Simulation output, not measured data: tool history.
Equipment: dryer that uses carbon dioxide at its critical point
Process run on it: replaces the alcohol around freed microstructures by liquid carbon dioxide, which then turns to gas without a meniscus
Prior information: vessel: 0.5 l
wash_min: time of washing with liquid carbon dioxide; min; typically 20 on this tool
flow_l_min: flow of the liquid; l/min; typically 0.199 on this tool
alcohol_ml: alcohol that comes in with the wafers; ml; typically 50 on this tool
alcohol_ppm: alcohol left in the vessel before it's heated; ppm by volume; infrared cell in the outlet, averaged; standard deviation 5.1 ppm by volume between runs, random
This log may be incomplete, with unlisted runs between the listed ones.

{"run": 1, "hour": 0.0, "wash_min": 20, "flow_l_min": 0.199, "alcohol_ml": 50, "alcohol_ppm": 147}
{"run": 2, "hour": 8.9, "wash_min": 20, "flow_l_min": 0.199, "alcohol_ml": 50, "alcohol_ppm": 138}
{"run": 3, "hour": 18.8, "wash_min": 24, "flow_l_min": 0.199, "alcohol_ml": 50, "alcohol_ppm": 104}
{"run": 4, "hour": 28.4, "wash_min": 20, "flow_l_min": 0.199, "alcohol_ml": 24, "alcohol_ppm": 119}
{"run": 5, "hour": 34.9, "wash_min": 20, "flow_l_min": 0.199, "alcohol_ml": 24, "alcohol_ppm": 122}
{"run": 6, "hour": 44.7, "wash_min": 20, "flow_l_min": 0.199, "alcohol_ml": 24, "alcohol_ppm": 119}
{"run": 7, "hour": 49.0, "wash_min": 20, "flow_l_min": 0.199, "alcohol_ml": 24, "alcohol_ppm": 124}
{"run": 8, "hour": 57.7, "wash_min": 25, "flow_l_min": 0.15, "alcohol_ml": 38, "alcohol_ppm": 167}
{"run": 9, "hour": 63.4, "wash_min": 25, "flow_l_min": 0.15, "alcohol_ml": 91, "alcohol_ppm": 271}
{"run": 10, "hour": 68.1, "wash_min": 20, "flow_l_min": 0.311, "alcohol_ml": 67, "alcohol_ppm": 98}
{"run": 11, "hour": 72.7, "wash_min": 20, "flow_l_min": 0.311, "alcohol_ml": 67, "alcohol_ppm": 94}
{"run": 12, "hour": 81.3, "wash_min": 20, "flow_l_min": 0.311, "alcohol_ml": 67, "alcohol_ppm": 98}

Branching from run 12: 3 alternative next runs. What would each branch give?
{"run": "A", "hour": 91.6, "wash_min": 22, "flow_l_min": 0.196, "alcohol_ml": 67, "alcohol_ppm": "?"}
{"run": "B", "hour": 91.6, "wash_min": 22, "flow_l_min": 0.221, "alcohol_ml": 67, "alcohol_ppm": "?"}
{"run": "C", "hour": 91.6, "wash_min": 20, "flow_l_min": 0.207, "alcohol_ml": 67, "alcohol_ppm": "?"}

run=A alcohol_ppm=142
run=B alcohol_ppm=123
run=C alcohol_ppm=166
With no hidden state in the tool, these same runs would have given:
run=A alcohol_ppm=30
run=B alcohol_ppm=20
run=C alcohol_ppm=49
